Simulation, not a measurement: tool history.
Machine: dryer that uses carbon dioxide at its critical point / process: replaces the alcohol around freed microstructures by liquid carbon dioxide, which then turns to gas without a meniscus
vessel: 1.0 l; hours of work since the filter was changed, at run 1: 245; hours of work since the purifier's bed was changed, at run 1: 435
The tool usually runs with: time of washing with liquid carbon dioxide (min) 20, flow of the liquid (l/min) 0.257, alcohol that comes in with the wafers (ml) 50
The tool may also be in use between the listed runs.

| run | hour | time of washing with liquid carbon dioxide (min) | flow of the liquid (l/min) | alcohol that comes in with the wafers (ml) | hours of work since the filter was changed | hours of work since the purifier's bed was changed | alcohol left in the vessel before it's heated (ppm by volume) |
|---|---|---|---|---|---|---|---|
| 1 | 0 | 20 | 0.257 | 50 | 245 | 435 | 585 |
| 2 | 45.7 | 20 | 0.257 | 77 | 262 | 452 | 903 |
| 3 | 113.1 | 20 | 0.257 | 77 | 287 | 477 | 877 |
| 4 | 144.2 | 20 | 0.257 | 50 | 299 | 488 | 604 |
| 5 | 205.5 | 20 | 0.257 | 50 | 322 | 511 | 597 |
| 6 | 243.8 | 20 | 0.257 | 21 | 336 | 525 | 262 |
| 7 | 273.5 | 20 | 0.257 | 21 | 347 | 536 | 284 |
| 8 | 305.8 | 24 | 0.341 | 35 | 359 | 548 | 85 |
| 9 | 374.2 | 24 | 0.341 | 35 | 384 | 574 | 82 |
| 10 | 416 | 17 | 0.257 | 50 | 400 | 589 | 1180 |
| 11 | 478.6 | 20 | 0.155 | 101 | 423 | 613 | 7240 |
| 12 | 524.8 | 18 | 0.257 | 34 | 441 | 630 | 680 |
| 13 | 557.1 | 18 | 0.257 | 34 | 453 | 642 | 689 |
| 14 | 605.1 | 18 | 0.257 | 34 | 470 | 660 | 725 |

Predict each of these 3 candidate next runs independently; none follows another, all start after run 14:
|  | 609.6 | inlet filter changed |
| A | 645 | 25 | 0.208 | 80 | 13 | 674 | ? |
|  | 609.6 | inlet filter changed |
| B | 645 | 13 | 0.157 | 61 | 13 | 674 | ? |
|  | 609.6 | inlet filter changed |
| C | 645 | 23 | 0.296 | 84 | 13 | 674 | ? |

| run | alcohol left in the vessel before it's heated (ppm by volume) |
|---|---|
| A | 814 |
| B | 9961 |
| C | 240 |
What these runs would have given with no unlogged condition in the tool:
| run | alcohol left in the vessel before it's heated (ppm by volume) |
|---|---|
| A | 737 |
| B | 9785 |
| C | 180 |
